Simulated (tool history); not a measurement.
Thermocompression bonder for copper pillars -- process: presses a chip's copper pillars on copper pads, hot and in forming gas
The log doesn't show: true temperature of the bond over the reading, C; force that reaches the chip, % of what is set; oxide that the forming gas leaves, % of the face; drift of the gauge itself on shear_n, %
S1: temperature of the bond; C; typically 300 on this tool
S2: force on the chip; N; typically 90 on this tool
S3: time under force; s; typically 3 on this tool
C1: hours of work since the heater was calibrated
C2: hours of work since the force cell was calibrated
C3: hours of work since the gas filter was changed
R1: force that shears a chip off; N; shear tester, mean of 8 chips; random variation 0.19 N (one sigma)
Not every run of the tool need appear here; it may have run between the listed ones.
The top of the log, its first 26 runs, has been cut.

-- hour=1458.6 forming gas filter changed
run 27 hour=1491.2 | S1=300 S2=59 S3=2 | C1=801 C2=1243 C3=21 | R1=37.5
run 28 hour=1561 | S1=324 S2=66 S3=2 | C1=847 C2=1289 C3=67 | R1=50.1
run 29 hour=1608.2 | S1=324 S2=66 S3=2 | C1=878 C2=1320 C3=98 | R1=49.8
run 30 hour=1661 | S1=324 S2=66 S3=2 | C1=912 C2=1355 C3=133 | R1=50.1
run 31 hour=1706.9 | S1=294 S2=73 S3=3 | C1=942 C2=1385 C3=163 | R1=48
run 32 hour=1786.3 | S1=302 S2=102 S3=2 | C1=994 C2=1437 C3=215 | R1=55.2
run 33 hour=1837.5 | S1=300 S2=124 S3=2 | C1=1028 C2=1471 C3=249 | R1=61.7
-- hour=1850 forming gas filter changed
run 34 hour=1886.7 | S1=300 S2=124 S3=2 | C1=1060 C2=1503 C3=24 | R1=64.8
run 35 hour=1959.9 | S1=308 S2=124 S3=3 | C1=1108 C2=1551 C3=72 | R1=78.5
run 36 hour=1996.9 | S1=281 S2=56 S3=3 | C1=1132 C2=1575 C3=96 | R1=36.1
run 37 hour=2056.1 | S1=281 S2=56 S3=3 | C1=1171 C2=1614 C3=135 | R1=35.7
run 38 hour=2110.6 | S1=310 S2=59 S3=3 | C1=1207 C2=1650 C3=171 | R1=49.1

5 options for the next run, each taken on its own from the tool as it stands now. Forecast them:
run A hour=2161.3 | S1=315 S2=128 S3=3 | C1=1240 C2=1683 C3=204 | R1=?
run B hour=2161.3 | S1=330 S2=101 S3=3 | C1=1240 C2=1683 C3=204 | R1=?
run C hour=2161.3 | S1=300 S2=78 S3=2 | C1=1240 C2=1683 C3=204 | R1=?
run D hour=2161.3 | S1=318 S2=99 S3=3 | C1=1240 C2=1683 C3=204 | R1=?
run E hour=2161.3 | S1=310 S2=59 S3=2 | C1=1240 C2=1683 C3=204 | R1=?

run=A R1=82.6
run=B R1=80
run=C R1=45.8
run=D R1=72.4
run=E R1=41
Without the tool's hidden state the same runs would have given:
run=A R1=79.8
run=B R1=77.4
run=C R1=43.1
run=D R1=69.5
run=E R1=38.6

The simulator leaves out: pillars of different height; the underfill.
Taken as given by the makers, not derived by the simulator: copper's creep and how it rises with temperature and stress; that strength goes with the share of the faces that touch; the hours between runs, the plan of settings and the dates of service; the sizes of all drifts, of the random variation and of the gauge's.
